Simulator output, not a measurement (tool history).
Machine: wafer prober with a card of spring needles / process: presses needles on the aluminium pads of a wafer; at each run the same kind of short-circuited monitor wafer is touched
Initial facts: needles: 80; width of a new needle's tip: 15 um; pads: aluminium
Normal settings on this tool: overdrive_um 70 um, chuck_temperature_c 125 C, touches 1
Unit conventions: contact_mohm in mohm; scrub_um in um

run 1 hour=0.0 | overdrive_um=70 chuck_temperature_c=125 touches=1 | contact_mohm=136 scrub_um=11.36
-- hour=5.8 tips cleaned on abrasive film
-- hour=23.6 tips cleaned on abrasive film
run 2 hour=35.2 | overdrive_um=70 chuck_temperature_c=125 touches=1 | contact_mohm=134 scrub_um=11.20
-- hour=42.3 tips cleaned on abrasive film
-- hour=59.0 tips cleaned on abrasive film
run 3 hour=71.2 | overdrive_um=70 chuck_temperature_c=125 touches=1 | contact_mohm=137 scrub_um=11.16
-- hour=75.0 tips cleaned on abrasive film
-- hour=91.3 tips cleaned on abrasive film
-- hour=109.1 tips cleaned on abrasive film
run 4 hour=110.1 | overdrive_um=70 chuck_temperature_c=125 touches=1 | contact_mohm=129 scrub_um=11.18
-- hour=126.3 tips cleaned on abrasive film
run 5 hour=133.1 | overdrive_um=64 chuck_temperature_c=125 touches=1 | contact_mohm=134 scrub_um=10.36
-- hour=143.0 tips cleaned on abrasive film
-- hour=159.0 tips cleaned on abrasive film
-- hour=175.0 tips cleaned on abrasive film
run 6 hour=176.5 | overdrive_um=64 chuck_temperature_c=125 touches=1 | contact_mohm=133 scrub_um=10.32
-- hour=193.1 tips cleaned on abrasive film
-- hour=211.3 tips cleaned on abrasive film
run 7 hour=211.3 | overdrive_um=64 chuck_temperature_c=125 touches=1 | contact_mohm=132 scrub_um=10.26
-- hour=228.5 tips cleaned on abrasive film
-- hour=247.5 tips cleaned on abrasive film
run 8 hour=251.2 | overdrive_um=64 chuck_temperature_c=125 touches=2 | contact_mohm=137 scrub_um=10.28
-- hour=265.6 tips cleaned on abrasive film
-- hour=284.0 tips cleaned on abrasive film
run 9 hour=294.5 | overdrive_um=76 chuck_temperature_c=117 touches=2 | contact_mohm=134 scrub_um=12.31
-- hour=300.7 tips cleaned on abrasive film
-- hour=319.8 tips cleaned on abrasive film
-- hour=336.1 tips cleaned on abrasive film
run 10 hour=339.5 | overdrive_um=76 chuck_temperature_c=117 touches=2 | contact_mohm=133 scrub_um=12.22
-- hour=352.9 tips cleaned on abrasive film
run 11 hour=366.5 | overdrive_um=76 chuck_temperature_c=49 touches=1 | contact_mohm=124 scrub_um=12.16
-- hour=370.5 tips cleaned on abrasive film
-- hour=386.7 tips cleaned on abrasive film
run 12 hour=395.1 | overdrive_um=76 chuck_temperature_c=25 touches=3 | contact_mohm=118 scrub_um=12.20
-- hour=404.9 tips cleaned on abrasive film
-- hour=422.6 tips cleaned on abrasive film
run 13 hour=425.0 | overdrive_um=76 chuck_temperature_c=25 touches=3 | contact_mohm=116 scrub_um=12.23
-- hour=440.6 tips cleaned on abrasive film
-- hour=459.0 tips cleaned on abrasive film
run 14 hour=472.6 | overdrive_um=51 chuck_temperature_c=50 touches=2 | contact_mohm=127 scrub_um=8.19
-- hour=476.1 tips cleaned on abrasive film
-- hour=493.7 tips cleaned on abrasive film
-- hour=512.0 tips cleaned on abrasive film
run 15 hour=519.0 | overdrive_um=68 chuck_temperature_c=91 touches=3 | contact_mohm=128 scrub_um=11.05
-- hour=530.1 tips cleaned on abrasive film
-- hour=547.0 tips cleaned on abrasive film
run 16 hour=559.2 | overdrive_um=87 chuck_temperature_c=60 touches=2 | contact_mohm=122 scrub_um=14.00

4 options for the next run, each taken on its own from the tool as it stands now. Forecast them:
-- hour=563.2 tips cleaned on abrasive film
-- hour=579.6 tips cleaned on abrasive film
run A hour=580.8 | overdrive_um=52 chuck_temperature_c=57 touches=2 | contact_mohm=? scrub_um=?
-- hour=563.2 tips cleaned on abrasive film
-- hour=579.6 tips cleaned on abrasive film
run B hour=580.8 | overdrive_um=81 chuck_temperature_c=116 touches=1 | contact_mohm=? scrub_um=?
-- hour=563.2 tips cleaned on abrasive film
-- hour=579.6 tips cleaned on abrasive film
run C hour=580.8 | overdrive_um=52 chuck_temperature_c=26 touches=2 | contact_mohm=? scrub_um=?
-- hour=563.2 tips cleaned on abrasive film
-- hour=579.6 tips cleaned on abrasive film
run D hour=580.8 | overdrive_um=51 chuck_temperature_c=46 touches=3 | contact_mohm=? scrub_um=?

run=A contact_mohm=129 scrub_um=8.41
run=B contact_mohm=132 scrub_um=13.11
run=C contact_mohm=125 scrub_um=8.33
run=D contact_mohm=125 scrub_um=8.24
With no hidden state in the tool, these same runs would have given:
run=A contact_mohm=129 scrub_um=8.41
run=B contact_mohm=131 scrub_um=13.12
run=C contact_mohm=125 scrub_um=8.34
run=D contact_mohm=125 scrub_um=8.25
